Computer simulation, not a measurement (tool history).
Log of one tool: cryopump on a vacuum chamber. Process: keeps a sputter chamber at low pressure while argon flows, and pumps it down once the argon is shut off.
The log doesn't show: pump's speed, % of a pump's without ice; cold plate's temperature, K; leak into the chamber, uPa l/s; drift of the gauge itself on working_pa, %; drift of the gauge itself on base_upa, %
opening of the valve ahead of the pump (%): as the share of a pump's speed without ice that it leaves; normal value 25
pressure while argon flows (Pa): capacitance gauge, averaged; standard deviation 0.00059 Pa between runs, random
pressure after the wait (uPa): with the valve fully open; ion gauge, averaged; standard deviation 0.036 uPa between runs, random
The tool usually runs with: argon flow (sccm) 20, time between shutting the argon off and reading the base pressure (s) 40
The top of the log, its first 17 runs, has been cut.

| run | hour | argon flow (sccm) | time between shutting the argon off and reading the base pressure (s) | opening of the valve ahead of the pump (%) | hours of work since the pump was warmed up and emptied | hours of work since the cold head was overhauled | hours of work since the chamber's fittings were tightened | pressure while argon flows (Pa) | pressure after the wait (uPa) |
|---|---|---|---|---|---|---|---|---|---|
| 18 | 620 | 15 | 179 | 34 | 318 | 683 | 3196 | 0.0479 | 3.13 |
| 19 | 646.3 | 15 | 146 | 34 | 341 | 706 | 3219 | 0.05 | 3.28 |
|  | 680.2 | pump warmed up, emptied and cooled again |
| 20 | 689.2 | 36 | 79 | 46 | 8 | 738 | 3251 | 0.0786 | 3.04 |
| 21 | 720.6 | 36 | 79 | 46 | 35 | 765 | 3278 | 0.0811 | 3.06 |
| 22 | 755.7 | 36 | 79 | 17 | 65 | 795 | 3308 | 0.2139 | 3.25 |
| 23 | 780.1 | 11 | 109 | 19 | 86 | 816 | 3329 | 0.0595 | 2.95 |
| 24 | 831.5 | 11 | 109 | 19 | 130 | 860 | 3373 | 0.0601 | 3.12 |
| 25 | 864.1 | 11 | 109 | 19 | 158 | 888 | 3401 | 0.0599 | 3.14 |
| 26 | 915.1 | 10 | 60 | 56 | 202 | 932 | 3445 | 0.0199 | 3.75 |
| 27 | 952.6 | 36 | 119 | 21 | 234 | 964 | 3477 | 0.1806 | 3.42 |

The next listed run, before its measurement:
| 28 | 1005.1 | 36 | 119 | 21 | 279 | 1010 | 3523 | ? | ? |

{"run 28": {"pressure while argon flows (Pa)": 0.1822, "pressure after the wait (uPa)": 3.47}}
Had the tool carried no hidden state, the very same run would have given pressure while argon flows (Pa) 0.1711, pressure after the wait (uPa) 0.75.
